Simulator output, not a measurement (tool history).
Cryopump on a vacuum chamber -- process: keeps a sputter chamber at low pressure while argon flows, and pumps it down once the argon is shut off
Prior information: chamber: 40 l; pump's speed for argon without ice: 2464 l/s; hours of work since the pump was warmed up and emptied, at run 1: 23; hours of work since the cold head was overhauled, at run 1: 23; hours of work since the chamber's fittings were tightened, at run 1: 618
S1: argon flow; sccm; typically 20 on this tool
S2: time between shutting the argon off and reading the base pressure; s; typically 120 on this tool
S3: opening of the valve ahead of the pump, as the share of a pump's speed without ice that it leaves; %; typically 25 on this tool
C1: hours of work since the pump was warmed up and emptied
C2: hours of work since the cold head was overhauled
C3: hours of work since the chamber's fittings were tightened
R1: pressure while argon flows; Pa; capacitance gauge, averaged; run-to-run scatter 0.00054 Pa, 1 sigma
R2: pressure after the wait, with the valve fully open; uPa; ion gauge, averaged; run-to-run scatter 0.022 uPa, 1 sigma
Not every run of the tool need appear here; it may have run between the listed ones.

run,day,S1,S2,S3,C1,C2,C3,R1,R2
1,0.000,20,120,25,23,23,618,0.0550,1.28
2,0.538,20,120,25,34,34,629,0.0553,1.34
3,0.950,20,120,25,42,42,638,0.0559,1.35
4,1.212,20,120,25,48,48,643,0.0565,1.36
5,1.771,20,120,25,60,60,655,0.0554,1.31
6,2.242,20,38,25,69,69,664,0.0553,2.26
7,2.550,20,38,25,76,76,671,0.0559,2.32
8,2.842,20,151,25,82,82,677,0.0563,1.33
9,3.154,20,151,25,89,89,684,0.0566,1.32
10,3.417,25,120,25,94,94,689,0.0702,1.39
11,3.983,20,120,44,106,106,701,0.0325,1.46
12,4.442,20,120,44,115,115,710,0.0312,1.47
13,5.046,13,142,26,128,128,723,0.0353,1.45
14,5.492,20,44,25,137,137,732,0.0567,2.25
15,5.950,20,68,56,147,147,742,0.0262,1.79
16,6.362,12,29,24,155,155,750,0.0348,2.80
17,6.946,20,23,25,168,168,763,0.0571,3.29
18,7.475,20,23,25,179,179,774,0.0566,3.27
19,7.858,20,54,25,187,187,782,0.0577,2.10
20,8.392,20,255,25,198,198,793,0.0575,1.45
21,8.825,29,165,37,207,207,802,0.0562,1.54
22,9.312,24,43,25,217,217,812,0.0685,2.36
23,9.688,10,120,25,225,225,820,0.0286,1.65
24,10.171,15,120,59,235,235,830,0.0191,1.68

Below are 3 alternative next runs, each starting from the tool's condition after run 24. Predict each:
A,10.692,12,120,25,246,246,841,?,?
B,10.692,32,26,59,246,246,841,?,?
C,10.692,10,120,25,246,246,841,?,?

run,R1,R2
A,0.0346,1.78
B,0.0417,3.26
C,0.0291,1.77
With the hidden condition removed and each run's random variation left untouched, the same runs would have given:
run,R1,R2
A,0.0329,0.54
B,0.0374,2.03
C,0.0278,0.53
